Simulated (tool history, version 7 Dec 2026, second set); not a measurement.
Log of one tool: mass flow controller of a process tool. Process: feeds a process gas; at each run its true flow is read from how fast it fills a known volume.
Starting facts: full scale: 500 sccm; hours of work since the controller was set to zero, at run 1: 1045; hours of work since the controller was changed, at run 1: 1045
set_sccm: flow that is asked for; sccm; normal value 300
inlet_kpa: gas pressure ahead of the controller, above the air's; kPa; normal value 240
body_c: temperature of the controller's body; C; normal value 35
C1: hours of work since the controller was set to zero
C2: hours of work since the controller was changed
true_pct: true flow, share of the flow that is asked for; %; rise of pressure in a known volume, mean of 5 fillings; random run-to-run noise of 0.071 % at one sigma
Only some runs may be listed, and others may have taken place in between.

{"run": 1, "day": 0.0, "set_sccm": 300, "inlet_kpa": 240, "body_c": 35, "C1": 1045, "C2": 1045, "true_pct": 100.31}
{"run": 2, "day": 4.129, "set_sccm": 300, "inlet_kpa": 240, "body_c": 35, "C1": 1095, "C2": 1095, "true_pct": 100.46}
{"run": 3, "day": 10.871, "set_sccm": 300, "inlet_kpa": 240, "body_c": 35, "C1": 1176, "C2": 1176, "true_pct": 100.52}
{"run": 4, "day": 16.638, "set_sccm": 64, "inlet_kpa": 240, "body_c": 35, "C1": 1246, "C2": 1246, "true_pct": 100.66}
{"run": 5, "day": 20.525, "set_sccm": 64, "inlet_kpa": 240, "body_c": 35, "C1": 1293, "C2": 1293, "true_pct": 100.83}
{"run": 6, "day": 27.712, "set_sccm": 64, "inlet_kpa": 241, "body_c": 35, "C1": 1380, "C2": 1380, "true_pct": 100.84}
{"run": 7, "day": 33.338, "set_sccm": 75, "inlet_kpa": 240, "body_c": 35, "C1": 1447, "C2": 1447, "true_pct": 100.56}
{"day": 33.842, "done": "controller's zero set anew"}
{"run": 8, "day": 37.817, "set_sccm": 300, "inlet_kpa": 208, "body_c": 35, "C1": 48, "C2": 1501, "true_pct": 100.98}
{"run": 9, "day": 41.633, "set_sccm": 300, "inlet_kpa": 166, "body_c": 38, "C1": 94, "C2": 1547, "true_pct": 101.38}
{"run": 10, "day": 48.296, "set_sccm": 300, "inlet_kpa": 166, "body_c": 38, "C1": 174, "C2": 1628, "true_pct": 101.43}
{"run": 11, "day": 55.333, "set_sccm": 245, "inlet_kpa": 233, "body_c": 37, "C1": 259, "C2": 1713, "true_pct": 100.91}
{"run": 12, "day": 60.983, "set_sccm": 245, "inlet_kpa": 233, "body_c": 37, "C1": 327, "C2": 1781, "true_pct": 101.02}
{"run": 13, "day": 64.788, "set_sccm": 188, "inlet_kpa": 215, "body_c": 34, "C1": 373, "C2": 1827, "true_pct": 100.84}

Alternative continuations, all from the tool just after run 13; predict every row:
{"run": "A", "day": 70.983, "set_sccm": 136, "inlet_kpa": 215, "body_c": 26, "C1": 448, "C2": 1901, "true_pct": "?"}
{"run": "B", "day": 70.983, "set_sccm": 300, "inlet_kpa": 229, "body_c": 36, "C1": 448, "C2": 1901, "true_pct": "?"}
{"run": "C", "day": 70.983, "set_sccm": 188, "inlet_kpa": 239, "body_c": 34, "C1": 448, "C2": 1901, "true_pct": "?"}
{"run": "D", "day": 70.983, "set_sccm": 300, "inlet_kpa": 240, "body_c": 34, "C1": 448, "C2": 1901, "true_pct": "?"}

run=A true_pct=100.20
run=B true_pct=100.94
run=C true_pct=100.74
run=D true_pct=100.85
Take away the tool's hidden state, keep each run's random variation, and the runs would have read:
run=A true_pct=98.56
run=B true_pct=100.07
run=C true_pct=99.49
run=D true_pct=99.97
